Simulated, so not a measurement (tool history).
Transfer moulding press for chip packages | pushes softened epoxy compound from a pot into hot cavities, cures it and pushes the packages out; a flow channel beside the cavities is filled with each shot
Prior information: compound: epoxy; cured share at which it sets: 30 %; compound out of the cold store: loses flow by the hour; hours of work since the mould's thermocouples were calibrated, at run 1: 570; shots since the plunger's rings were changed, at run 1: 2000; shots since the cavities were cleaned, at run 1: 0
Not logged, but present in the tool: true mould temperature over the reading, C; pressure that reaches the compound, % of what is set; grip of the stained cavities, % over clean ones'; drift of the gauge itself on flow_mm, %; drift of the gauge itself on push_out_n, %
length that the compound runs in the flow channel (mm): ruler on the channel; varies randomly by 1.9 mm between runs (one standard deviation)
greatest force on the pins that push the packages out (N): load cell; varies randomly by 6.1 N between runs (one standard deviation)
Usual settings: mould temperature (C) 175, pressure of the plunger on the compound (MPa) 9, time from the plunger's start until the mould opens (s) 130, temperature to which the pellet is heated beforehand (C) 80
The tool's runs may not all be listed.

run     day  mould temperature (C)  pressure of the plunger on the compound (MPa)  time from the plunger's start until the mould opens (s)  temperature to which the pellet is heated beforehand (C)  hours of work since the mould's thermocouples were calibrated  shots since the plunger's rings were changed  shots since the cavities were cleaned  incoming compound's hours out of the cold store  length that the compound runs in the flow channel (mm)  greatest force on the pins that push the packages out (N)
  1       0                    175                                              9                                                      130                                                        80                                                            570                                          2000                                      0                                             14.4                                                     536                                                        227
  2   1.638                    175                                              9                                                      130                                                        78                                                            598                                          2376                                    376                                             42.9                                                     497                                                        229
      2.871  -- mould's thermocouples calibrated
      3.996  -- cavities cleaned with cleaning compound and waxed
  3   4.525                    175                                           9.98                                                      130                                                        78                                                             27                                          3007                                    122                                             14.2                                                     569                                                        227
  4   7.088                    175                                              9                                                      130                                                        80                                                             71                                          3596                                    711                                             17.4                                                     529                                                        226
      7.767  -- cavities cleaned with cleaning compound and waxed
  5   9.125                    175                                              9                                                      130                                                        80                                                            105                                          4050                                    312                                               10                                                     540                                                        222
  6  10.667                    175                                              9                                                      130                                                        80                                                            131                                          4405                                    667                                             45.1                                                     491                                                        224
     11.571  -- cavities cleaned with cleaning compound and waxed
  7  12.042                    175                                              9                                                      130                                                        80                                                            153                                          4707                                    108                                             19.7                                                     529                                                        231
  8  14.792                    175                                           10.5                                                      120                                                        80                                                            201                                          5340                                    741                                             27.1                                                     561                                                        236
     15.467  -- plunger's sealing rings changed
     15.529  -- cavities cleaned with cleaning compound and waxed
  9  17.183                    176                                           8.51                                                      121                                                        80                                                            239                                           380                                    380                                             22.7                                                     505                                                        243
     19.421  -- cavities cleaned with cleaning compound and waxed
 10  19.438                    176                                           8.51                                                      121                                                        80                                                            276                                           885                                      4                                             28.6                                                     497                                                        236
 11  20.779                    176                                           8.51                                                      121                                                        86                                                            299                                          1193                                    312                                             37.3                                                     486                                                        236

Across each entry between runs, compare the hidden state at the last listed run before it with the hidden state at the first listed run after it:
Run 2 -> run 3: mould's thermocouples calibrated (day 2.871); cavities cleaned with cleaning compound and waxed (day 3.996)
  true mould temperature over the reading, C: -0.01 -> 0; pressure that reaches the compound, % of what is set: 99.86 -> 99.83; grip of the stained cavities, % over clean ones': 1.2 -> 0.5
Run 4 -> run 5: cavities cleaned with cleaning compound and waxed (day 7.767)
  pressure that reaches the compound, % of what is set: 99.8 -> 99.77; grip of the stained cavities, % over clean ones': 1.6 -> 1.1
Run 6 -> run 7: cavities cleaned with cleaning compound and waxed (day 11.571)
  pressure that reaches the compound, % of what is set: 99.75 -> 99.74; grip of the stained cavities, % over clean ones': 1.5 -> 0.5
Run 8 -> run 9: plunger's sealing rings changed (day 15.467); cavities cleaned with cleaning compound and waxed (day 15.529)
  pressure that reaches the compound, % of what is set: 99.7 -> 99.97; grip of the stained cavities, % over clean ones': 1.6 -> 1.2
Run 9 -> run 10: cavities cleaned with cleaning compound and waxed (day 19.421)
  true mould temperature over the reading, C: 0 -> -0.01; pressure that reaches the compound, % of what is set: 99.97 -> 99.94; grip of the stained cavities, % over clean ones': 1.2 -> 0.1
